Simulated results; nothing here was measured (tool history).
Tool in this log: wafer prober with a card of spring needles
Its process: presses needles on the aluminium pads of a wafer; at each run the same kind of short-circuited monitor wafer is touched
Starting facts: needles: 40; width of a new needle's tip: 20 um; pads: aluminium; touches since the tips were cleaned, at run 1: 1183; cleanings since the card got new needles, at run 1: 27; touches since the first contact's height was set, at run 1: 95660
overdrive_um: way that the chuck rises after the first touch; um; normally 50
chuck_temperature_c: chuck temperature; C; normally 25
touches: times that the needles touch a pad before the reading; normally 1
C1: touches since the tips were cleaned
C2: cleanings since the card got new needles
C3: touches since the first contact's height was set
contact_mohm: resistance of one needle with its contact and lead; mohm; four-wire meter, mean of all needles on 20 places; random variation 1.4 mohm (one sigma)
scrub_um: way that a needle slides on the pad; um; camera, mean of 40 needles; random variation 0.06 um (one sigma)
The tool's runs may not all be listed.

run 1 hour=0 | overdrive_um=50 chuck_temperature_c=25 touches=1 | C1=1183 C2=27 C3=95660 | contact_mohm=128 scrub_um=7.15
-- hour=4.2 tips cleaned on abrasive film
run 2 hour=6.2 | overdrive_um=50 chuck_temperature_c=25 touches=1 | C1=966 C2=28 C3=98672 | contact_mohm=129 scrub_um=7.27
-- hour=10.9 tips cleaned on abrasive film
run 3 hour=16.7 | overdrive_um=50 chuck_temperature_c=25 touches=1 | C1=2896 C2=29 C3=103857 | contact_mohm=138 scrub_um=7.19
-- hour=17.6 tips cleaned on abrasive film
-- hour=24.3 tips cleaned on abrasive film
-- hour=30.4 tips cleaned on abrasive film
run 4 hour=30.8 | overdrive_um=50 chuck_temperature_c=25 touches=1 | C1=198 C2=32 C3=110731 | contact_mohm=121 scrub_um=7.21
-- hour=37.6 tips cleaned on abrasive film
-- hour=44.4 tips cleaned on abrasive film
run 5 hour=44.8 | overdrive_um=50 chuck_temperature_c=25 touches=1 | C1=209 C2=34 C3=117625 | contact_mohm=121 scrub_um=7.12
-- hour=51.4 tips cleaned on abrasive film
run 6 hour=55.7 | overdrive_um=50 chuck_temperature_c=25 touches=1 | C1=2134 C2=35 C3=122950 | contact_mohm=137 scrub_um=7.11
-- hour=57.6 tips cleaned on abrasive film
-- hour=63.8 tips cleaned on abrasive film
run 7 hour=63.8 | overdrive_um=50 chuck_temperature_c=25 touches=1 | C1=0 C2=37 C3=126925 | contact_mohm=121 scrub_um=7.12
-- hour=70 tips cleaned on abrasive film
-- hour=76.6 tips cleaned on abrasive film
run 8 hour=77.7 | overdrive_um=50 chuck_temperature_c=25 touches=1 | C1=517 C2=39 C3=133707 | contact_mohm=123 scrub_um=7.09
-- hour=83.4 tips cleaned on abrasive film
-- hour=89.7 tips cleaned on abrasive film
run 9 hour=91.4 | overdrive_um=50 chuck_temperature_c=25 touches=1 | C1=868 C2=41 C3=140452 | contact_mohm=128 scrub_um=7.21
-- hour=96.5 tips cleaned on abrasive film
-- hour=103.5 tips cleaned on abrasive film
run 10 hour=105.7 | overdrive_um=50 chuck_temperature_c=25 touches=1 | C1=1089 C2=43 C3=147442 | contact_mohm=131 scrub_um=7.02
-- hour=109.7 tips cleaned on abrasive film
run 11 hour=112 | overdrive_um=53 chuck_temperature_c=25 touches=1 | C1=1167 C2=44 C3=150543 | contact_mohm=126 scrub_um=7.61
-- hour=116.6 tips cleaned on abrasive film
-- hour=123.4 tips cleaned on abrasive film
run 12 hour=126.3 | overdrive_um=50 chuck_temperature_c=31 touches=1 | C1=1443 C2=46 C3=157563 | contact_mohm=133 scrub_um=7.08
-- hour=130 tips cleaned on abrasive film
-- hour=136.5 tips cleaned on abrasive film
run 13 hour=137.5 | overdrive_um=50 chuck_temperature_c=31 touches=1 | C1=480 C2=48 C3=163028 | contact_mohm=125 scrub_um=7.09
-- hour=143.6 tips cleaned on abrasive film
run 14 hour=145 | overdrive_um=33 chuck_temperature_c=57 touches=2 | C1=713 C2=49 C3=166718 | contact_mohm=136 scrub_um=4.54
-- hour=150.8 tips cleaned on abrasive film
run 15 hour=152.5 | overdrive_um=33 chuck_temperature_c=57 touches=2 | C1=848 C2=50 C3=170405 | contact_mohm=142 scrub_um=4.5

Run 16, settings as shown, results not yet in. Your forecast:
-- hour=157.4 tips cleaned on abrasive film
run 16 hour=161.6 | overdrive_um=33 chuck_temperature_c=57 touches=2 | C1=2062 C2=51 C3=174862 | contact_mohm=? scrub_um=?

{"run 16": {"contact_mohm": 150, "scrub_um": 4.43}}
On a tool with no hidden condition, and with the same random variation, this run would have come out at contact_mohm 128 mohm, scrub_um 4.88 um.
